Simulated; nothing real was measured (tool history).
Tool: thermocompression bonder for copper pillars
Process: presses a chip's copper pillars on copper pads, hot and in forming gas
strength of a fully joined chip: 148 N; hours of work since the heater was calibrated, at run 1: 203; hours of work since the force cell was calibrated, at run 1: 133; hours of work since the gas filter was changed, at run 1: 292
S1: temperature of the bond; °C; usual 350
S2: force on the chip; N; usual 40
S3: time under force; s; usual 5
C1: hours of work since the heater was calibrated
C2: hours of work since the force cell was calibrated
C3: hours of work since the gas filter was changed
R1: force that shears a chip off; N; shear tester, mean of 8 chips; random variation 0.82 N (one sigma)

Run 1, hour 0.0: usual settings; C1 203; C2 133; C3 292. Result: R1 91.5 N.
Run 2, hour 22.3: usual settings but S1 336 °C; C1 216; C2 146; C3 305. Result: R1 80.3 N.
Run 3, hour 43.9: usual settings but S2 38 N; C1 228; C2 158; C3 317. Result: R1 89.8 N.
Run 4, hour 55.4: usual settings but S2 38 N; C1 235; C2 165; C3 324. Result: R1 88.9 N.
Run 5, hour 69.8: usual settings; C1 243; C2 173; C3 332. Result: R1 92.5 N.
Run 6, hour 80.5: usual settings but S2 31 N; C1 249; C2 179; C3 338. Result: R1 81.7 N.
Run 7, hour 90.6: usual settings but S2 31 N; C1 255; C2 185; C3 344. Result: R1 81.2 N.
Run 8, hour 100.2: usual settings but S2 31 N; C1 260; C2 190; C3 349. Result: R1 79.9 N.
Run 9, hour 116.0: usual settings but S2 31 N; C1 269; C2 199; C3 358. Result: R1 81.9 N.
Run 10, hour 130.3: usual settings but S2 31 N; C1 278; C2 207; C3 367. Result: R1 79.9 N.
Run 11, hour 142.8: usual settings but S2 31 N; C1 285; C2 215; C3 374. Result: R1 81.7 N.
Run 12, hour 160.9: usual settings but S2 31 N; C1 295; C2 225; C3 384. Result: R1 81.9 N.
Run 13, hour 174.1: usual settings but S2 31 N; C1 302; C2 232; C3 391. Result: R1 80.5 N.
Run 14, hour 189.8: usual settings but S2 31 N; C1 311; C2 241; C3 400. Result: R1 81.7 N.
Run 15, hour 204.4: usual settings but S2 31 N; C1 320; C2 250; C3 409. Result: R1 81.9 N.
Run 16, hour 223.2: usual settings; C1 330; C2 260; C3 419. Result: R1 91.0 N.
Run 17, hour 237.5: usual settings; C1 338; C2 268; C3 427. Result: R1 90.1 N.
Run 18, hour 260.4: usual settings; C1 351; C2 281; C3 441. Result: R1 88.5 N.
Run 19, hour 277.6: usual settings but S2 39 N; C1 361; C2 291; C3 450. Result: R1 90.2 N.
Run 20, hour 299.2: usual settings but S2 35 N; C1 374; C2 303; C3 463. Result: R1 85.3 N.
Run 21, hour 314.6: usual settings but S1 343 °C, S2 26 N; C1 382; C2 312; C3 471. Result: R1 69.1 N.
At hour 324.0: forming gas filter changed.
Run 22, hour 331.7: usual settings but S1 343 °C, S2 26 N; C1 392; C2 322; C3 4. Result: R1 70.7 N.
Run 23, hour 348.7: usual settings but S1 337 °C, S2 47 N, S3 14 s; C1 401; C2 331; C3 14. Result: R1 112.5 N.
Run 24, hour 364.2: usual settings but S1 337 °C, S2 47 N, S3 14 s; C1 410; C2 340; C3 23. Result: R1 113.1 N.
Run 25, hour 384.8: usual settings but S1 356 °C, S2 25 N, S3 13 s; C1 422; C2 352; C3 35. Result: R1 103.8 N.
Run 26, hour 407.3: usual settings but S1 356 °C, S2 44 N, S3 8 s; C1 435; C2 365; C3 47. Result: R1 112.9 N.
Run 27, hour 421.4: usual settings but S1 356 °C, S2 52 N, S3 8 s; C1 443; C2 373; C3 55. Result: R1 117.0 N.
Run 28, hour 438.9: usual settings but S2 54 N, S3 6 s; C1 453; C2 383; C3 65. Result: R1 107.6 N.
Run 29, hour 454.6: usual settings but S1 375 °C, S2 34 N, S3 7 s; C1 462; C2 391; C3 74. Result: R1 113.0 N.
Run 30, hour 469.8: usual settings but S1 375 °C, S2 29 N, S3 3 s; C1 470; C2 400; C3 83. Result: R1 82.8 N.
Run 31, hour 491.3: usual settings but S1 360 °C, S2 28 N, S3 11 s; C1 482; C2 412; C3 95. Result: R1 107.5 N.
Run 32, hour 514.4: usual settings but S1 360 °C, S2 34 N, S3 13 s; C1 496; C2 426; C3 108. Result: R1 117.6 N.
Run 33, hour 526.1: usual settings but S1 380 °C, S2 56 N; C1 502; C2 432; C3 115. Result: R1 122.5 N.
Run 34, hour 546.9: usual settings but S2 44 N; C1 514; C2 444; C3 127. Result: R1 94.0 N.
Run 35, hour 564.4: usual settings but S2 44 N; C1 524; C2 454; C3 137. Result: R1 94.2 N.
Run 36, hour 582.0: usual settings but S2 44 N; C1 534; C2 464; C3 147. Result: R1 93.7 N.
Run 37, hour 603.2: usual settings but S1 323 °C, S2 26 N, S3 14 s; C1 546; C2 476; C3 159. Result: R1 80.3 N.
Run 38, hour 623.6: usual settings but S1 339 °C, S2 52 N, S3 8 s; C1 558; C2 488; C3 170. Result: R1 106.1 N.
Run 39, hour 636.1: usual settings but S1 339 °C, S2 52 N, S3 8 s; C1 565; C2 495; C3 177. Result: R1 104.6 N.
Run 40, hour 648.0: usual settings but S1 339 °C, S2 52 N, S3 8 s; C1 572; C2 501; C3 184. Result: R1 105.8 N.

Hidden state at the last listed run before each entry between runs and at the first one after, where it differs:
Between runs 21 and 22: forming gas filter changed (hour 324.0)
  true temperature of the bond over the reading, C: 0 -> 0.1; oxide that the forming gas leaves, % of the face: 0.56 -> 0.5
